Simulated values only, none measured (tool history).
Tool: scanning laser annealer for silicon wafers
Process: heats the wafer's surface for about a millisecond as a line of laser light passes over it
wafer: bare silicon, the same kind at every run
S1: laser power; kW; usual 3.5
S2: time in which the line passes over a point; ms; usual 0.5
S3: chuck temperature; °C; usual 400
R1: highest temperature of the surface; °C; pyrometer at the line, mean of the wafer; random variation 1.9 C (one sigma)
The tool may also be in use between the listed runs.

run     day     S1     S2   S3    R1
  1       0    3.5    0.5  400  1104
  2   0.358    3.5    0.5  400  1106
  3   0.529  3.232    0.5  400  1036
  4   0.833  3.232    0.5  400  1034
  5   1.004    3.5    0.5  400  1105
  6   1.217    3.5    0.5  400  1102
  7   1.617    3.5    0.5  400  1102
  8   1.938    3.5    0.5  391  1095
  9   2.221    3.5    0.5  415  1122
 10   2.408    3.5    0.5  400  1101
 11   2.625    3.5    0.5  400  1103
 12   2.821    3.5    0.5  400  1107
 13   3.192    3.5    0.5  400  1102
 14   3.383  3.051    0.5  400   987
 15   3.654  3.334    0.5  400  1057
 16   4.008    3.5  0.502  400  1100
 17   4.388    3.5  0.502  400  1103
 18   4.588  3.031    0.5  400   977
 19    4.95  3.031    0.5  400   980
 20   5.246  3.031    0.5  400   977
      5.479  -- optics aligned, line set to its width
 21    5.85  3.164  0.517  400  1018
 22   6.225  3.164  0.517  400  1014
 23   6.425   3.15    0.5  415  1019
 24   6.742  3.382  0.599  400  1118
 25   6.967  3.382  0.599  400  1120
        7.2  -- optics aligned, line set to its width, once more
 26    7.35  3.343  0.372  408   992
 27   7.675  3.426    0.5  384  1070
 28   7.842  3.426    0.5  384  1072
 29   8.112  3.134  0.499  421  1033
 30   8.417  3.842  0.364  437  1120
 31   8.767  3.842  0.364  437  1123
 32   8.938  3.842  0.364  437  1122
 33   9.238  3.842  0.426  398  1132
 34   9.412  3.842  0.426  398  1131
 35   9.771  3.303  0.413  435  1031
 36   9.962    3.5  0.519  400  1118
 37  10.125    3.5  0.519  400  1115
 38  10.421    3.5  0.519  400  1111
 39  10.712    3.5  0.519  400  1114
 40  10.875  3.191  0.454  429  1024

Measured less the same run without the tool's hidden state. The same run-to-run variation is in both; the gauge's scatter may not be:
The hidden state here: light that passes the window, % of a clean one's; laser's true power over the reading, %; width of the line over the set one, %; drift of the gauge itself on peak_c, C.
run   R1
  1  -34
  2  -35
  3  -31
  4  -32
  5  -36
  6  -36
  7  -36
  8  -37
  9  -38
 10  -38
 11  -38
 12  -38
 13  -39
 14  -33
 15  -37
 16  -40
 17  -41
 18  -34
 19  -34
 20  -35
 21  -42
 22  -42
 23  -41
 24  -49
 25  -50
 26  -28
 27  -34
 28  -34
 29  -31
 30  -35
 31  -36
 32  -36
 33  -39
 34  -40
 35  -32
 36  -39
 37  -39
 38  -40
 39  -40
 40  -33
